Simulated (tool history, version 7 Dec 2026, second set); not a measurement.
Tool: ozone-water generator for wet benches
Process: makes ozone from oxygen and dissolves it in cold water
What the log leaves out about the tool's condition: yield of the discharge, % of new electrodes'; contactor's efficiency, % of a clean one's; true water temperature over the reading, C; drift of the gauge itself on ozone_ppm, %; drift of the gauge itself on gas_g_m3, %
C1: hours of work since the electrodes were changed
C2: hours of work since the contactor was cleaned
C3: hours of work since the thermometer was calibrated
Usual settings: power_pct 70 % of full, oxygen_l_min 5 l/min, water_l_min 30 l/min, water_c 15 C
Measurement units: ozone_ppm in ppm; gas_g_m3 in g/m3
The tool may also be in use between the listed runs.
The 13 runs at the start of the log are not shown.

{"run": 14, "hour": 353.7, "power_pct": 70, "oxygen_l_min": 5, "water_l_min": 18, "water_c": 15, "C1": 927, "C2": 730, "C3": 963, "ozone_ppm": 16.9, "gas_g_m3": 151.4}
{"run": 15, "hour": 381.1, "power_pct": 70, "oxygen_l_min": 5, "water_l_min": 30, "water_c": 15, "C1": 947, "C2": 749, "C3": 983, "ozone_ppm": 10.6, "gas_g_m3": 152}
{"run": 16, "hour": 409.2, "power_pct": 70, "oxygen_l_min": 5, "water_l_min": 30, "water_c": 15, "C1": 966, "C2": 769, "C3": 1002, "ozone_ppm": 10.3, "gas_g_m3": 151.5}
{"run": 17, "hour": 438.4, "power_pct": 95, "oxygen_l_min": 5, "water_l_min": 30, "water_c": 15, "C1": 987, "C2": 789, "C3": 1023, "ozone_ppm": 12.8, "gas_g_m3": 180.9}
{"run": 18, "hour": 454.5, "power_pct": 82, "oxygen_l_min": 5, "water_l_min": 30, "water_c": 22, "C1": 998, "C2": 801, "C3": 1034, "ozone_ppm": 10.6, "gas_g_m3": 166.5}
{"run": 19, "hour": 480.9, "power_pct": 48, "oxygen_l_min": 8.68, "water_l_min": 21, "water_c": 22, "C1": 1016, "C2": 819, "C3": 1052, "ozone_ppm": 10.8, "gas_g_m3": 92.7}
{"run": 20, "hour": 499.9, "power_pct": 65, "oxygen_l_min": 8.68, "water_l_min": 38, "water_c": 22, "C1": 1030, "C2": 832, "C3": 1066, "ozone_ppm": 7.9, "gas_g_m3": 113.5}
{"run": 21, "hour": 536.4, "power_pct": 83, "oxygen_l_min": 8.06, "water_l_min": 48, "water_c": 18, "C1": 1055, "C2": 858, "C3": 1091, "ozone_ppm": 7.5, "gas_g_m3": 136.9}
{"run": 22, "hour": 573.6, "power_pct": 83, "oxygen_l_min": 8.06, "water_l_min": 18, "water_c": 18, "C1": 1081, "C2": 884, "C3": 1117, "ozone_ppm": 18.3, "gas_g_m3": 135.5}
{"run": 23, "hour": 610.6, "power_pct": 83, "oxygen_l_min": 8.06, "water_l_min": 18, "water_c": 18, "C1": 1107, "C2": 910, "C3": 1143, "ozone_ppm": 18.1, "gas_g_m3": 136.1}
{"run": 24, "hour": 635.5, "power_pct": 95, "oxygen_l_min": 8.06, "water_l_min": 18, "water_c": 21, "C1": 1124, "C2": 927, "C3": 1160, "ozone_ppm": 18.9, "gas_g_m3": 148.7}
{"run": 25, "hour": 666.8, "power_pct": 70, "oxygen_l_min": 5, "water_l_min": 30, "water_c": 16, "C1": 1146, "C2": 949, "C3": 1182, "ozone_ppm": 10.1, "gas_g_m3": 149.4}
{"run": 26, "hour": 687.5, "power_pct": 40, "oxygen_l_min": 5, "water_l_min": 30, "water_c": 9, "C1": 1161, "C2": 964, "C3": 1197, "ozone_ppm": 7.4, "gas_g_m3": 103.3}
{"run": 27, "hour": 703.9, "power_pct": 40, "oxygen_l_min": 5, "water_l_min": 30, "water_c": 9, "C1": 1172, "C2": 975, "C3": 1208, "ozone_ppm": 7.5, "gas_g_m3": 104.1}
{"run": 28, "hour": 720.5, "power_pct": 40, "oxygen_l_min": 5, "water_l_min": 30, "water_c": 9, "C1": 1184, "C2": 987, "C3": 1220, "ozone_ppm": 7.5, "gas_g_m3": 102.5}
{"run": 29, "hour": 746.1, "power_pct": 40, "oxygen_l_min": 3.67, "water_l_min": 30, "water_c": 9, "C1": 1202, "C2": 1004, "C3": 1238, "ozone_ppm": 6.8, "gas_g_m3": 116.3}
{"run": 30, "hour": 763.4, "power_pct": 86, "oxygen_l_min": 5.18, "water_l_min": 44, "water_c": 7, "C1": 1214, "C2": 1017, "C3": 1250, "ozone_ppm": 8.3, "gas_g_m3": 166.2}
{"run": 31, "hour": 794.6, "power_pct": 86, "oxygen_l_min": 5.18, "water_l_min": 22, "water_c": 7, "C1": 1236, "C2": 1038, "C3": 1272, "ozone_ppm": 17.2, "gas_g_m3": 167.2}
{"run": 32, "hour": 812.2, "power_pct": 91, "oxygen_l_min": 5.18, "water_l_min": 22, "water_c": 7, "C1": 1248, "C2": 1051, "C3": 1284, "ozone_ppm": 18.4, "gas_g_m3": 171.9}

Forecast each of these 5 alternatives for the next run:
{"run": "A", "hour": 843.0, "power_pct": 49, "oxygen_l_min": 5.18, "water_l_min": 43, "water_c": 15, "C1": 1269, "C2": 1072, "C3": 1306, "ozone_ppm": "?", "gas_g_m3": "?"}
{"run": "B", "hour": 843.0, "power_pct": 70, "oxygen_l_min": 2.95, "water_l_min": 30, "water_c": 8, "C1": 1269, "C2": 1072, "C3": 1306, "ozone_ppm": "?", "gas_g_m3": "?"}
{"run": "C", "hour": 843.0, "power_pct": 70, "oxygen_l_min": 5, "water_l_min": 30, "water_c": 15, "C1": 1269, "C2": 1072, "C3": 1306, "ozone_ppm": "?", "gas_g_m3": "?"}
{"run": "D", "hour": 843.0, "power_pct": 41, "oxygen_l_min": 4.15, "water_l_min": 22, "water_c": 7, "C1": 1269, "C2": 1072, "C3": 1306, "ozone_ppm": "?", "gas_g_m3": "?"}
{"run": "E", "hour": 843.0, "power_pct": 91, "oxygen_l_min": 7.83, "water_l_min": 22, "water_c": 7, "C1": 1269, "C2": 1072, "C3": 1306, "ozone_ppm": "?", "gas_g_m3": "?"}

run=A ozone_ppm=5.3 gas_g_m3=115
run=B ozone_ppm=9 gas_g_m3=183.1
run=C ozone_ppm=9.9 gas_g_m3=146.5
run=D ozone_ppm=10.3 gas_g_m3=112.5
run=E ozone_ppm=19.4 gas_g_m3=144.2
Stripped of hidden state, with their random variation kept, the same runs would have yielded:
run=A ozone_ppm=5.8 gas_g_m3=123
run=B ozone_ppm=9.9 gas_g_m3=200.2
run=C ozone_ppm=11 gas_g_m3=160.1
run=D ozone_ppm=11.1 gas_g_m3=119.1
run=E ozone_ppm=21.9 gas_g_m3=160.2
